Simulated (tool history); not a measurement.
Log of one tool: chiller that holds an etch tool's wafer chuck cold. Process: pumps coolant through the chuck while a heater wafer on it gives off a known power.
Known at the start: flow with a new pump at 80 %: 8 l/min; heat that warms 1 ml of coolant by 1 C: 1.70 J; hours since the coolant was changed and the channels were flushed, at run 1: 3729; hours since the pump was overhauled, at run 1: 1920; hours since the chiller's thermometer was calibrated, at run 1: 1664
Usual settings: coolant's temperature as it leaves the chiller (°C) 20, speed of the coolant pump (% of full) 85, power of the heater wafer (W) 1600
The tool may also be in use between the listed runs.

| run | hour | coolant's temperature as it leaves the chiller (°C) | speed of the coolant pump (% of full) | power of the heater wafer (W) | hours since the coolant was changed and the channels were flushed | hours since the pump was overhauled | hours since the chiller's thermometer was calibrated | chuck's temperature once it has settled (°C) | how much warmer the coolant comes back (C) |
|---|---|---|---|---|---|---|---|---|---|
| 1 | 0 | 20 | 85 | 1600 | 3729 | 1920 | 1664 | 34.3 | 6.74 |
| 2 | 80 | 20 | 85 | 1600 | 3809 | 2000 | 1744 | 34.1 | 6.74 |
| 3 | 211.6 | 20 | 95 | 1600 | 3941 | 2132 | 1875 | 33.1 | 6.04 |
| 4 | 319.1 | 20 | 95 | 1600 | 4048 | 2239 | 1983 | 33.2 | 5.98 |
| 5 | 373.1 | 20 | 95 | 1600 | 4102 | 2293 | 2037 | 33.1 | 6.06 |
| 6 | 430.7 | 27 | 85 | 1600 | 4160 | 2351 | 2095 | 41.2 | 6.79 |
| 7 | 492.6 | 20 | 85 | 1580 | 4222 | 2413 | 2156 | 34 | 6.67 |
| 8 | 622.9 | 20 | 85 | 1580 | 4352 | 2543 | 2287 | 34.1 | 6.66 |
| 9 | 755.1 | 20 | 85 | 1580 | 4484 | 2675 | 2419 | 34.2 | 6.7 |
| 10 | 869.4 | 20 | 69 | 1580 | 4599 | 2790 | 2533 | 36.2 | 8.35 |
| 11 | 975.9 | 20 | 67 | 1600 | 4705 | 2896 | 2640 | 36.7 | 8.82 |
| 12 | 1101.3 | 23 | 85 | 1600 | 4830 | 3022 | 2765 | 37.2 | 6.82 |
| 13 | 1227.8 | 23 | 85 | 1600 | 4957 | 3148 | 2892 | 37.4 | 6.81 |
| 14 | 1356.8 | 27 | 73 | 1622 | 5086 | 3277 | 3021 | 43 | 8.05 |
| 15 | 1482.5 | 27 | 73 | 1622 | 5212 | 3403 | 3146 | 43.2 | 8.18 |
|  | 1524 | chiller's thermometer calibrated |
| 16 | 1553.6 | 12 | 67 | 1701 | 5282 | 3473 | 30 | 30.2 | 9.34 |
| 17 | 1647.7 | 12 | 67 | 1701 | 5376 | 3567 | 124 | 30.2 | 9.47 |
| 18 | 1777.3 | 18 | 94 | 1156 | 5505 | 3697 | 253 | 28 | 4.44 |
| 19 | 1895.1 | 18 | 94 | 1156 | 5623 | 3814 | 371 | 28.2 | 4.51 |

Forecast each of these 3 alternatives for the next run:
| A | 1966.3 | 18 | 77 | 971 | 5694 | 3886 | 442 | ? | ? |
| B | 1966.3 | 15 | 87 | 1156 | 5694 | 3886 | 442 | ? | ? |
| C | 1966.3 | 13 | 94 | 1156 | 5694 | 3886 | 442 | ? | ? |

| run | chuck's temperature once it has settled (°C) | how much warmer the coolant comes back (C) |
|---|---|---|
| A | 27.5 | 4.62 |
| B | 25.6 | 4.83 |
| C | 23.2 | 4.46 |
Without the tool's hidden state the same runs would have given:
| run | chuck's temperature once it has settled (°C) | how much warmer the coolant comes back (C) |
|---|---|---|
| A | 26.3 | 4.45 |
| B | 24.3 | 4.65 |
| C | 21.9 | 4.29 |

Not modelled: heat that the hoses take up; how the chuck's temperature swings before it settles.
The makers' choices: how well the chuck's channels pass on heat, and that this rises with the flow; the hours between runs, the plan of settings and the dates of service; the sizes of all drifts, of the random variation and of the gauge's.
